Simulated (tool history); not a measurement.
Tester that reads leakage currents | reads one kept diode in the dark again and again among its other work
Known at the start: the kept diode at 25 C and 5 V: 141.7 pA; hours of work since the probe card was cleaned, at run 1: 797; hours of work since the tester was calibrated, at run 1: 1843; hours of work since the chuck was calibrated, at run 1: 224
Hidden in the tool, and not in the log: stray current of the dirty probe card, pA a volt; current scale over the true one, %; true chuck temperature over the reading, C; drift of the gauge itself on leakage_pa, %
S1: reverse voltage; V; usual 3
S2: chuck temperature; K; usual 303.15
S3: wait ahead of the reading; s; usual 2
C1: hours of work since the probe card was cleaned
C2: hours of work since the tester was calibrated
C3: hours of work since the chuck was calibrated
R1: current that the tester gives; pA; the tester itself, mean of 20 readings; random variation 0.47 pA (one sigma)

| run | day | S1 | S2 | S3 | C1 | C2 | C3 | R1 |
|---|---|---|---|---|---|---|---|---|
| 1 | 0 | 3 | 303.15 | 2 | 797 | 1843 | 224 | 157.4 |
| 2 | 2.442 | 3 | 303.15 | 2 | 827 | 1873 | 254 | 156.64 |
| 3 | 5.858 | 9.95 | 303.15 | 2 | 869 | 1915 | 296 | 312.5 |
| 4 | 8.404 | 3 | 303.15 | 2 | 900 | 1946 | 327 | 156.88 |
| 5 | 11.517 | 3 | 303.15 | 2 | 938 | 1985 | 365 | 156.61 |
| 6 | 14.196 | 3 | 303.15 | 2 | 971 | 2017 | 398 | 156.22 |
| 7 | 18.754 | 3 | 303.15 | 2 | 1027 | 2073 | 454 | 156.8 |
| 8 | 21.325 | 3 | 303.15 | 2 | 1058 | 2105 | 485 | 156.55 |
| 9 | 25.808 | 3 | 303.15 | 2 | 1113 | 2160 | 540 | 156.55 |
| 10 | 29.712 | 4.62 | 303.15 | 2 | 1161 | 2208 | 588 | 201.51 |
|  | 30.675 | probe card cleaned and baked |
|  | 33.446 | chuck's temperature calibrated |
| 11 | 34.538 | 4.62 | 303.15 | 2 | 46 | 2264 | 13 | 201.7 |
| 12 | 37.8 | 4.62 | 303.15 | 2 | 86 | 2304 | 53 | 202.21 |
| 13 | 41.283 | 4.62 | 303.15 | 2 | 129 | 2347 | 96 | 200.68 |
| 14 | 43.388 | 4.62 | 303.15 | 2 | 155 | 2373 | 122 | 200.88 |
| 15 | 45.325 | 3 | 306.15 | 2 | 179 | 2397 | 146 | 196.95 |
| 16 | 49.375 | 3 | 306.15 | 2 | 228 | 2446 | 195 | 197.14 |
| 17 | 53.6 | 17.35 | 305.15 | 9.68 | 280 | 2498 | 247 | 499.12 |
| 18 | 58.125 | 8.64 | 304.15 | 0.71 | 336 | 2554 | 303 | 311.14 |
| 19 | 60.121 | 3 | 303.15 | 0.7 | 360 | 2578 | 327 | 157.45 |
| 20 | 63.704 | 3 | 303.15 | 0.7 | 404 | 2622 | 371 | 157.51 |
| 21 | 67.079 | 1.43 | 303.15 | 1.15 | 445 | 2663 | 412 | 102.5 |
| 22 | 69.079 | 5.75 | 298.15 | 1.15 | 470 | 2688 | 437 | 154.48 |
| 23 | 73.712 | 6.11 | 301.15 | 1.4 | 527 | 2745 | 494 | 202.71 |
| 24 | 76.875 | 6.11 | 301.15 | 1.4 | 566 | 2783 | 533 | 202.25 |
| 25 | 79.238 | 7.25 | 303.15 | 0.53 | 594 | 2812 | 561 | 261.66 |
| 26 | 81.383 | 7.25 | 303.15 | 0.53 | 621 | 2839 | 588 | 262.92 |
| 27 | 84.012 | 7.25 | 303.15 | 0.53 | 653 | 2871 | 620 | 261.58 |
|  | 84.85 | chuck's temperature calibrated |
| 28 | 86.404 | 3 | 319.15 | 2 | 681 | 2899 | 19 | 503.99 |
| 29 | 90.112 | 1.15 | 320.15 | 7.29 | 727 | 2945 | 64 | 311.19 |
| 30 | 93.362 | 3 | 330.15 | 4.68 | 767 | 2985 | 104 | 1056.78 |
| 31 | 95.254 | 3 | 330.15 | 4.68 | 790 | 3008 | 128 | 1059.19 |

Forecast each of these 4 alternatives for the next run:
| A | 99.4 | 4.13 | 305.15 | 0.3 | 841 | 3059 | 178 | ? |
| B | 99.4 | 4.75 | 294.15 | 1.42 | 841 | 3059 | 178 | ? |
| C | 99.4 | 3 | 320.15 | 0.33 | 841 | 3059 | 178 | ? |
| D | 99.4 | 3.56 | 319.15 | 4.78 | 841 | 3059 | 178 | ? |

| run | R1 |
|---|---|
| A | 222.02 |
| B | 100.9 |
| C | 543.66 |
| D | 559.6 |
Without the tool's hidden state the same runs would have given:
| run | R1 |
|---|---|
| A | 221.94 |
| B | 100.8 |
| C | 543.59 |
| D | 559.52 |

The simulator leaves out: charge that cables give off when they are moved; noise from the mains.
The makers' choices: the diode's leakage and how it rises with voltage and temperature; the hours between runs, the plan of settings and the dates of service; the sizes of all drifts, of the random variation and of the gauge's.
